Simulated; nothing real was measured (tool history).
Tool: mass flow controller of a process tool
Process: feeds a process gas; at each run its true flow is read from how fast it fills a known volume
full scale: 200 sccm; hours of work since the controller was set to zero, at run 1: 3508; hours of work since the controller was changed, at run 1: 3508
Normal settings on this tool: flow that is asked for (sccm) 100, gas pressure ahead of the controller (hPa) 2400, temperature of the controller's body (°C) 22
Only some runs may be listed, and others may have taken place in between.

run,hour,flow that is asked for (sccm),gas pressure ahead of the controller (hPa),temperature of the controller's body (°C),hours of work since the controller was set to zero,hours of work since the controller was changed,true flow (%)
1,0,100,2400,22,3508,3508,100.25
2,186.8,100,2400,22,3637,3637,100.42
3,315.4,100,2400,23,3725,3725,100.38
4,555.6,100,2400,23,3891,3891,100.5
5,789.2,100,2400,24,4052,4052,100.49
6,1084.9,100,2400,24,4256,4256,100.57
7,1347.4,100,2400,24,4437,4437,100.6
8,1581.4,100,2400,24,4598,4598,100.53
9,1848.2,100,2400,22,4782,4782,100.89
# hour 1861.4: controller's zero set anew
10,2041.4,100,2400,22,124,4915,101.25
11,2344.9,100,2400,22,333,5124,101.4
12,2601.9,100,2400,21,511,5301,101.54
# hour 2655.6: controller's zero set anew, once more
13,2748.2,100,2400,35,64,5402,98.69
14,2894.8,100,2400,21,165,5503,99.61
15,3086.7,100,2400,21,297,5635,99.79
16,3216.5,100,2400,21,387,5725,99.81
17,3460.7,100,2400,21,555,5893,99.78
18,3725.4,100,1920,21,738,6076,99.84
19,3988.6,100,1920,21,919,6257,99.94
20,4202.1,100,1920,33,1066,6404,99.17
# hour 4452.4: controller exchanged for a calibrated one
21,4501.5,91,1640,37,34,34,97.81
22,4683,41,2410,36,159,159,97.53
23,4951.5,72,2000,36,344,344,97.99
24,5235.5,72,2000,21,540,540,99.09
25,5385.4,100,2400,38,643,643,98.3
26,5519.6,100,2780,28,736,736,99.12
27,5697.7,88,2120,25,859,859,99.17
28,5856.8,100,1710,22,968,968,99.32
29,6072.3,100,2170,30,1117,1117,98.94
30,6264,28,2750,30,1249,1249,99.32
31,6460.9,100,2390,34,1385,1385,98.79
32,6719.3,100,2390,34,1563,1563,98.87

Run by run, hidden condition taken away, random variation retained:
Hidden state at play: flow at rest that the sensor doesn't see, % of full scale; true flow over the shown one, %; drift of the gauge itself on true_pct, %.
run,true flow (%)
1,98.98
2,99.1
3,99.01
4,99.07
5,98.98
6,98.97
7,98.92
8,98.78
9,99.07
10,99.02
11,99.08
12,99.14
13,98.19
14,99.06
15,99.18
16,99.16
17,99.05
18,99.04
19,99.06
20,98.22
21,97.71
22,97.21
23,97.7
24,98.7
25,97.95
26,98.73
27,98.68
28,98.84
29,98.39
30,97.66
31,98.13
32,98.13
